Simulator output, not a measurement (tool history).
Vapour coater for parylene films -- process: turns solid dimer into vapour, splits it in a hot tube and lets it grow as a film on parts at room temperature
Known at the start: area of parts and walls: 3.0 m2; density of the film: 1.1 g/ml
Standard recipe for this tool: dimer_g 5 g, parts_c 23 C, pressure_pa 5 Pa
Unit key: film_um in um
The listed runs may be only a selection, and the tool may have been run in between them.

Run 1, hour 0: usual settings. Result: film_um 0.696 um.
Run 2, hour 33.3: usual settings. Result: film_um 0.7 um.
Run 3, hour 51.1: usual settings. Result: film_um 0.69 um.
Run 4, hour 78.7: usual settings. Result: film_um 0.697 um.
Run 5, hour 115.3: usual settings. Result: film_um 0.693 um.
Run 6, hour 145.1: usual settings but parts_c 28 C. Result: film_um 0.591 um.
Run 7, hour 181.8: usual settings but pressure_pa 10.07 Pa. Result: film_um 0.656 um.
Run 8, hour 213.1: usual settings. Result: film_um 0.688 um.
Run 9, hour 238.9: usual settings. Result: film_um 0.681 um.
Run 10, hour 280.9: usual settings. Result: film_um 0.684 um.
Run 11, hour 322.1: usual settings. Result: film_um 0.671 um.
Run 12, hour 355.5: usual settings. Result: film_um 0.675 um.
Run 13, hour 392.8: usual settings. Result: film_um 0.671 um.
Run 14, hour 418: usual settings. Result: film_um 0.672 um.
Run 15, hour 457: usual settings but parts_c 17 C. Result: film_um 0.807 um.
Run 16, hour 485.6: usual settings but parts_c 17 C. Result: film_um 0.8 um.

Run 17 is up next; what results do you expect?
Run 17, hour 513.9: usual settings but pressure_pa 2.83 Pa. Result: film_um ?.

Run 17 gave film_um 0.704 um.
Without the tool's hidden state the same run would have given film_um 0.748 um.
